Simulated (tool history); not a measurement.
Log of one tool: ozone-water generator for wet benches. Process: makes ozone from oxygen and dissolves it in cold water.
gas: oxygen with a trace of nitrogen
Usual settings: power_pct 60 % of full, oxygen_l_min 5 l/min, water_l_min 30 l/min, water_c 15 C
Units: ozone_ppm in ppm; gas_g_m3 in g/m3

Run 1, day 0: usual settings. Result: ozone_ppm 15.7 ppm, gas_g_m3 208.9 g/m3.
Run 2, day 1.488: usual settings but oxygen_l_min 2.9 l/min. Result: ozone_ppm 14.8 ppm, gas_g_m3 293.9 g/m3.
Run 3, day 2.896: usual settings but oxygen_l_min 2.9 l/min. Result: ozone_ppm 15 ppm, gas_g_m3 295.3 g/m3.
Run 4, day 4.338: usual settings but oxygen_l_min 2.9 l/min. Result: ozone_ppm 14.9 ppm, gas_g_m3 295.2 g/m3.
Run 5, day 5.271: usual settings but oxygen_l_min 8.92 l/min. Result: ozone_ppm 15.1 ppm, gas_g_m3 141.4 g/m3.
Run 6, day 6.038: usual settings but oxygen_l_min 8.92 l/min. Result: ozone_ppm 15.5 ppm, gas_g_m3 143.1 g/m3.
Run 7, day 7.288: usual settings but oxygen_l_min 3.04 l/min. Result: ozone_ppm 14.8 ppm, gas_g_m3 286.6 g/m3.
Run 8, day 8.508: usual settings but oxygen_l_min 4.8 l/min. Result: ozone_ppm 15.5 ppm, gas_g_m3 210.6 g/m3.
Run 9, day 9.825: usual settings. Result: ozone_ppm 15.4 ppm, gas_g_m3 206.9 g/m3.
Run 10, day 10.708: usual settings. Result: ozone_ppm 15.3 ppm, gas_g_m3 205.2 g/m3.
Run 11, day 12.204: usual settings. Result: ozone_ppm 15.2 ppm, gas_g_m3 204.9 g/m3.
Run 12, day 13.642: usual settings but oxygen_l_min 3.14 l/min. Result: ozone_ppm 14.9 ppm, gas_g_m3 274.1 g/m3.
Run 13, day 14.321: usual settings. Result: ozone_ppm 15.5 ppm, gas_g_m3 204 g/m3.
Run 14, day 15.771: usual settings. Result: ozone_ppm 15.1 ppm, gas_g_m3 206.8 g/m3.
Run 15, day 16.429: usual settings. Result: ozone_ppm 15.3 ppm, gas_g_m3 203.5 g/m3.
Run 16, day 17.521: usual settings. Result: ozone_ppm 15.2 ppm, gas_g_m3 205.5 g/m3.
Run 17, day 18.279: usual settings but water_c 21 C. Result: ozone_ppm 14.4 ppm, gas_g_m3 203.3 g/m3.
Run 18, day 18.933: usual settings but power_pct 90 % of full, oxygen_l_min 2.84 l/min, water_l_min 31 l/min. Result: ozone_ppm 17.1 ppm, gas_g_m3 360.4 g/m3.
Run 19, day 19.679: usual settings but power_pct 90 % of full, oxygen_l_min 2.84 l/min, water_l_min 31 l/min. Result: ozone_ppm 17.3 ppm, gas_g_m3 362.9 g/m3.
Run 20, day 20.421: usual settings but power_pct 49 % of full, oxygen_l_min 8.84 l/min, water_l_min 38 l/min. Result: ozone_ppm 10.5 ppm, gas_g_m3 127.8 g/m3.
Run 21, day 21.779: usual settings but power_pct 46 % of full, oxygen_l_min 8.84 l/min, water_l_min 40 l/min, water_c 10 C. Result: ozone_ppm 10.3 ppm, gas_g_m3 121.8 g/m3.
At day 21.875: water thermometer calibrated.
Run 22, day 22.95: usual settings but power_pct 82 % of full, water_c 13 C. Result: ozone_ppm 18.3 ppm, gas_g_m3 239.8 g/m3.
Run 23, day 24.117: usual settings but power_pct 92 % of full, water_l_min 39 l/min, water_c 7 C. Result: ozone_ppm 15.1 ppm, gas_g_m3 253.4 g/m3.
At day 24.425: water thermometer calibrated, once more.
Run 24, day 25.654: usual settings but oxygen_l_min 4.81 l/min. Result: ozone_ppm 15.1 ppm, gas_g_m3 209.3 g/m3.
Run 25, day 27.067: usual settings but water_l_min 46 l/min, water_c 8 C. Result: ozone_ppm 9.7 ppm, gas_g_m3 201.8 g/m3.
Run 26, day 28.004: usual settings but power_pct 50 % of full, oxygen_l_min 6.17 l/min, water_l_min 39 l/min, water_c 8 C. Result: ozone_ppm 11 ppm, gas_g_m3 160.9 g/m3.
Run 27, day 29.179: usual settings but power_pct 50 % of full, oxygen_l_min 6.17 l/min, water_l_min 39 l/min, water_c 8 C. Result: ozone_ppm 11 ppm, gas_g_m3 159.9 g/m3.
Run 28, day 30.258: usual settings but power_pct 42 % of full, oxygen_l_min 3.26 l/min. Result: ozone_ppm 12.1 ppm, gas_g_m3 220.6 g/m3.
Run 29, day 31.746: usual settings but power_pct 80 % of full, oxygen_l_min 2.6 l/min. Result: ozone_ppm 16.4 ppm, gas_g_m3 357.7 g/m3.
Run 30, day 32.704: usual settings but power_pct 80 % of full, oxygen_l_min 2.6 l/min. Result: ozone_ppm 16.4 ppm, gas_g_m3 357.4 g/m3.
Run 31, day 33.392: usual settings but power_pct 92 % of full, oxygen_l_min 6.26 l/min, water_l_min 31 l/min, water_c 22 C. Result: ozone_ppm 16.4 ppm, gas_g_m3 216.7 g/m3.
Run 32, day 34.892: usual settings but power_pct 71 % of full. Result: ozone_ppm 16.2 ppm, gas_g_m3 217.8 g/m3.
Run 33, day 35.738: usual settings but oxygen_l_min 3.51 l/min, water_c 11 C. Result: ozone_ppm 14.9 ppm, gas_g_m3 253 g/m3.
Run 34, day 36.858: usual settings but oxygen_l_min 3.51 l/min, water_c 11 C. Result: ozone_ppm 15 ppm, gas_g_m3 251.8 g/m3.

Forecast each of these 3 alternatives for the next run:
Run A, day 37.962: usual settings but power_pct 42 % of full, oxygen_l_min 6.76 l/min, water_c 11 C. Result: ozone_ppm ?, gas_g_m3 ?.
Run B, day 37.962: usual settings but oxygen_l_min 6.62 l/min, water_l_min 25 l/min, water_c 11 C. Result: ozone_ppm ?, gas_g_m3 ?.
Run C, day 37.962: usual settings but oxygen_l_min 3.76 l/min, water_l_min 42 l/min, water_c 14 C. Result: ozone_ppm ?, gas_g_m3 ?.

run  ozone_ppm  gas_g_m3
  A         13     138.4
  B       18.6     166.1
  C        9.8       240
Without the tool's hidden state the same runs would have given:
run  ozone_ppm  gas_g_m3
  A       14.6     145.5
  B         21     177.1
  C       11.2     255.8
